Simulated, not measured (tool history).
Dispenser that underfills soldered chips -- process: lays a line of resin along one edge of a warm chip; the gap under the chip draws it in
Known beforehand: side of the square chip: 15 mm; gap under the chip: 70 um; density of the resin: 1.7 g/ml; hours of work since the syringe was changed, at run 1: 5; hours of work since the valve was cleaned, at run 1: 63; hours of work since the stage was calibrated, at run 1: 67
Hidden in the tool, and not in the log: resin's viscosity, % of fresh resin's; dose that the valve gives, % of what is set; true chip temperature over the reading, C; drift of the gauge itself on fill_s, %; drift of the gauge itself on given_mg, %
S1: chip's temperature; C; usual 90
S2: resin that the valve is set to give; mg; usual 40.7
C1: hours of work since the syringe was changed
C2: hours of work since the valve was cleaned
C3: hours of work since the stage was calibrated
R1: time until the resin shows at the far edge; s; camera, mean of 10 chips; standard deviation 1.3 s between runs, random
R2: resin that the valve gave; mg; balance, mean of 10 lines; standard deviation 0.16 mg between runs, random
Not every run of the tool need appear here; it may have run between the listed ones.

run 1 hour=0.0 | S1=90 S2=40.7 | C1=5 C2=63 C3=67 | R1=145.5 R2=38.96
run 2 hour=2.5 | S1=90 S2=40.7 | C1=6 C2=65 C3=69 | R1=158.3 R2=38.56
-- hour=4.1 new syringe of resin
run 3 hour=7.3 | S1=90 S2=40.7 | C1=2 C2=68 C3=72 | R1=135.3 R2=38.52
run 4 hour=10.6 | S1=90 S2=40.7 | C1=4 C2=70 C3=74 | R1=145.1 R2=38.74
run 5 hour=13.1 | S1=90 S2=40.7 | C1=6 C2=72 C3=76 | R1=154.0 R2=38.38
-- hour=15.1 new syringe of resin
run 6 hour=15.7 | S1=90 S2=40.7 | C1=0 C2=73 C3=77 | R1=123.9 R2=38.31
run 7 hour=18.7 | S1=90 S2=40.7 | C1=2 C2=75 C3=79 | R1=134.6 R2=38.42
run 8 hour=20.8 | S1=90 S2=40.7 | C1=4 C2=76 C3=81 | R1=140.4 R2=38.43
run 9 hour=24.0 | S1=90 S2=42.4 | C1=6 C2=79 C3=83 | R1=151.4 R2=40.02
-- hour=26.1 new syringe of resin
run 10 hour=28.1 | S1=90 S2=42.4 | C1=1 C2=81 C3=85 | R1=127.9 R2=39.70
run 11 hour=30.3 | S1=90 S2=42.4 | C1=3 C2=82 C3=87 | R1=133.3 R2=39.77
run 12 hour=33.8 | S1=90 S2=42.4 | C1=5 C2=85 C3=89 | R1=148.1 R2=39.96
-- hour=37.1 new syringe of resin
run 13 hour=38.4 | S1=90 S2=42.4 | C1=1 C2=88 C3=92 | R1=127.4 R2=39.70
run 14 hour=42.9 | S1=90 S2=40.7 | C1=4 C2=91 C3=95 | R1=142.0 R2=38.11
-- hour=45.4 dispensing valve cleaned and set on the balance
run 15 hour=46.7 | S1=90 S2=40.7 | C1=6 C2=1 C3=96 | R1=151.1 R2=40.89
-- hour=49.0 new syringe of resin
run 16 hour=49.0 | S1=90 S2=40.7 | C1=0 C2=2 C3=98 | R1=118.1 R2=40.76
run 17 hour=52.8 | S1=90 S2=40.7 | C1=2 C2=5 C3=100 | R1=127.7 R2=40.62
run 18 hour=56.8 | S1=89 S2=40.7 | C1=5 C2=7 C3=103 | R1=152.0 R2=40.80
-- hour=60.1 new syringe of resin
run 19 hour=60.1 | S1=90 S2=44.2 | C1=0 C2=9 C3=105 | R1=115.2 R2=44.25
run 20 hour=62.2 | S1=88 S2=42.6 | C1=1 C2=11 C3=106 | R1=136.1 R2=42.40
run 21 hour=66.5 | S1=85 S2=40.5 | C1=4 C2=13 C3=109 | R1=178.3 R2=40.28
run 22 hour=68.5 | S1=104 S2=47.2 | C1=6 C2=15 C3=110 | R1=77.7 R2=46.64
-- hour=71.4 new syringe of resin
run 23 hour=71.7 | S1=104 S2=47.2 | C1=0 C2=17 C3=112 | R1=62.4 R2=46.67
run 24 hour=75.0 | S1=104 S2=47.2 | C1=2 C2=19 C3=114 | R1=66.0 R2=46.70
run 25 hour=78.1 | S1=92 S2=43.8 | C1=4 C2=21 C3=116 | R1=124.4 R2=43.08
run 26 hour=80.0 | S1=79 S2=40.7 | C1=6 C2=22 C3=118 | R1=246.8 R2=40.37
-- hour=82.4 new syringe of resin
run 27 hour=82.4 | S1=81 S2=40.7 | C1=0 C2=23 C3=119 | R1=178.0 R2=40.48
run 28 hour=84.8 | S1=81 S2=40.7 | C1=2 C2=25 C3=120 | R1=191.4 R2=40.27
run 29 hour=88.8 | S1=101 S2=38.3 | C1=4 C2=28 C3=123 | R1=83.8 R2=37.62
-- hour=93.4 new syringe of resin
run 30 hour=93.4 | S1=96 S2=38.4 | C1=0 C2=30 C3=126 | R1=89.3 R2=37.75
run 31 hour=96.2 | S1=82 S2=38.5 | C1=2 C2=32 C3=128 | R1=187.0 R2=37.70
run 32 hour=98.6 | S1=85 S2=39.2 | C1=3 C2=34 C3=129 | R1=170.9 R2=38.26
run 33 hour=102.1 | S1=85 S2=39.2 | C1=6 C2=36 C3=132 | R1=184.3 R2=38.31
-- hour=104.4 new syringe of resin
run 34 hour=106.4 | S1=85 S2=39.2 | C1=1 C2=39 C3=134 | R1=159.2 R2=38.63
run 35 hour=110.1 | S1=93 S2=41.5 | C1=4 C2=41 C3=137 | R1=120.9 R2=40.53
run 36 hour=113.5 | S1=81 S2=40.7 | C1=6 C2=43 C3=139 | R1=235.1 R2=39.67

3 options for the next run, each taken on its own from the tool as it stands now. Forecast them:
-- hour=115.4 new syringe of resin
run A hour=117.7 | S1=90 S2=40.1 | C1=1 C2=46 C3=141 | R1=? R2=?
-- hour=115.4 new syringe of resin
run B hour=117.7 | S1=83 S2=35.8 | C1=1 C2=46 C3=141 | R1=? R2=?
-- hour=115.4 new syringe of resin
run C hour=117.7 | S1=82 S2=40.7 | C1=1 C2=46 C3=141 | R1=? R2=?

run=A R1=122.2 R2=38.87
run=B R1=176.1 R2=34.93
run=C R1=179.7 R2=39.62
The same runs, with their run-to-run variation unchanged, on a tool lacking any hidden condition would have given:
run=A R1=123.8 R2=39.95
run=B R1=178.2 R2=35.90
run=C R1=182.5 R2=40.72
